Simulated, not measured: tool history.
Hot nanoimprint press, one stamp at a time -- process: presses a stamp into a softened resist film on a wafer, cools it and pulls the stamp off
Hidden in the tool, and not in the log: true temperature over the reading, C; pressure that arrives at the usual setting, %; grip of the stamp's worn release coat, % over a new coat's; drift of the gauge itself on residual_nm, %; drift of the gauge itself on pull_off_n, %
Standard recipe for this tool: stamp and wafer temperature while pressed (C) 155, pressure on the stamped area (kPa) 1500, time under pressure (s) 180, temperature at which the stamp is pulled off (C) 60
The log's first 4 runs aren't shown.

run,hour,stamp and wafer temperature while pressed (C),pressure on the stamped area (kPa),time under pressure (s),temperature at which the stamp is pulled off (C),hours of work since the thermocouple was calibrated,imprints on the stamp's release coat,hours of work since the press's seals were changed,resist left under the stamp's widest pad (Å),greatest force while the stamp is pulled off (N)
5,61.7,155,1500,180,60,72,77,146,3043,158
6,69.8,155,1500,180,60,78,106,151,3006,175
7,77.6,161,1500,180,60,82,135,156,2089,176
8,89.1,161,1500,180,60,90,176,163,2103,174
9,102.4,155,1500,180,60,98,225,172,3010,169
10,111.7,155,1500,180,60,104,259,177,3024,176
11,124,155,1500,180,60,112,303,185,3014,173
12,136.6,150,1500,180,60,119,349,193,4051,174
13,144.2,155,2220,180,60,124,377,198,2536,176
14,157.6,155,2220,180,60,133,426,206,2533,179
15,167.4,155,1500,180,60,139,461,212,3008,180
16,180.9,155,1500,151,60,147,511,221,3258,180

Run 17 is up next; what results do you expect?
17,197.1,145,1500,90,60,157,569,231,?,?

{"run 17": {"resist left under the stamp's widest pad (Å)": 5799, "greatest force while the stamp is pulled off (N)": 185}}
If the tool had no hidden condition, the same run with the same run-to-run variation would have returned resist left under the stamp's widest pad (Å) 5907, greatest force while the stamp is pulled off (N) 167.
